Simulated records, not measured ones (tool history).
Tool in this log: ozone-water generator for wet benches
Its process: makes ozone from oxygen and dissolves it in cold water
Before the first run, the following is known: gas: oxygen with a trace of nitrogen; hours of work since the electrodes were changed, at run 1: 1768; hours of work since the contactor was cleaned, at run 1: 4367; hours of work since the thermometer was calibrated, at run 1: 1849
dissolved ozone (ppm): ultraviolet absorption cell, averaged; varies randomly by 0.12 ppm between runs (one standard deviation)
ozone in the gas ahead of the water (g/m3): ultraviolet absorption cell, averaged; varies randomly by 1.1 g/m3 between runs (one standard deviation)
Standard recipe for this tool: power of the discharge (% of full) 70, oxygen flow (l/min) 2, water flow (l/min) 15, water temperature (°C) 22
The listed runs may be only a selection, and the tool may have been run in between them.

run     day  power of the discharge (% of full)  oxygen flow (l/min)  water flow (l/min)  water temperature (°C)  hours of work since the electrodes were changed  hours of work since the contactor was cleaned  hours of work since the thermometer was calibrated  dissolved ozone (ppm)  ozone in the gas ahead of the water (g/m3)
  1       0                                  70                    2                  15                      22                                             1768                                           4367                                                1849                   12.1                                       197.5
  2   1.367                                  70                    2                  15                      22                                             1799                                           4398                                                1881                   12.2                                       196.7
  3   3.883                                  65                    2                  15                      22                                             1858                                           4457                                                1939                   11.4                                       189.2
  4   6.888                                  70                    2                  15                      22                                             1927                                           4527                                                2009                   12.2                                       198.4
  5   8.679                                  70                    2                  21                      22                                             1969                                           4568                                                2050                      9                                       200.4
  6  10.108                                  70                    2                  21                      22                                             2002                                           4601                                                2083                    8.9                                       199.3
  7  12.804                                  70                    2                  21                      22                                             2065                                           4664                                                2146                    8.8                                       198.8
  8  14.625                                  70                 2.63                  21                      22                                             2107                                           4706                                                2188                    9.8                                       180.9
  9  16.254                                  70                 2.63                  21                      22                                             2145                                           4744                                                2226                    9.7                                       181.9
 10  18.196                                  70                    2                  11                      24                                             2190                                           4789                                                2271                   15.5                                       200.4
 11   20.65                                  70                 1.43                  15                      15                                             2247                                           4846                                                2328                   11.5                                       224.4
 12  22.712                                  70                 1.05                  15                      22                                             2295                                           4894                                                2376                    9.6                                       252.6

Per-run results on a tool with no hidden state, each run keeping its own random variation:
The tool's hidden condition here consists of: yield of the discharge, % of new electrodes'; contactor's efficiency, % of a clean one's; true water temperature over the reading, C; drift of the gauge itself on ozone_ppm, %; drift of the gauge itself on gas_g_m3, %.
run  ozone in the gas ahead of the water (g/m3)
  1                                       197.7
  2                                       196.6
  3                                       188.7
  4                                       197.6
  5                                       199.3
  6                                         198
  7                                       197.1
  8                                       179.1
  9                                       179.9
 10                                       197.9
 11                                       221.2
 12                                       248.7
dissolved ozone (ppm): within 0.1 of the measured result in every run.
